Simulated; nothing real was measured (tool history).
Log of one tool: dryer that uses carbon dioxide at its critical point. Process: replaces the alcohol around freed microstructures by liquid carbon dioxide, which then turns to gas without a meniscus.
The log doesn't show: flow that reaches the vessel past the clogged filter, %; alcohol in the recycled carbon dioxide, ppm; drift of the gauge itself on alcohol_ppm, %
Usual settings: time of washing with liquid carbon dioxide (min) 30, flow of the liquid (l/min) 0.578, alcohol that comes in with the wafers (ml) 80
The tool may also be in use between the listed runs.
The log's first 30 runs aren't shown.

run,hour,time of washing with liquid carbon dioxide (min),flow of the liquid (l/min),alcohol that comes in with the wafers (ml),hours of work since the filter was changed,hours of work since the purifier's bed was changed,alcohol left in the vessel before it's heated (ppm by volume)
31,1355.1,24,0.355,83,138,71,1756
32,1400.5,43,0.412,34,164,96,45
33,1458.5,46,0.866,23,196,128,12
# hour 1477.4: inlet filter changed
34,1494.7,46,0.866,23,10,148,12
35,1545.9,46,0.866,23,38,177,16
36,1586,20,0.674,80,61,199,182
37,1625.2,30,0.802,30,82,221,31
38,1673.3,30,0.787,30,109,248,23
39,1718.4,30,0.787,30,134,273,31
40,1746.1,20,0.596,96,150,288,593
41,1799.1,20,0.455,84,179,318,1679
# hour 1846.4: inlet filter changed
42,1851.7,20,0.455,84,3,347,915
43,1909.3,20,0.455,84,35,379,1050
44,1969.5,20,0.455,84,69,412,1107
45,2009.4,19,0.592,53,91,435,337
46,2037.9,19,0.592,53,107,451,360

3 ways to go on from here, each from the tool as it stands after run 46. What would each give?
A,2079.8,45,0.428,22,130,474,?
B,2079.8,19,0.592,53,130,474,?
C,2079.8,34,0.385,59,130,474,?

run,alcohol left in the vessel before it's heated (ppm by volume)
A,38
B,401
C,268
Without the tool's hidden state the same runs would have given:
run,alcohol left in the vessel before it's heated (ppm by volume)
A,0
B,213
C,127
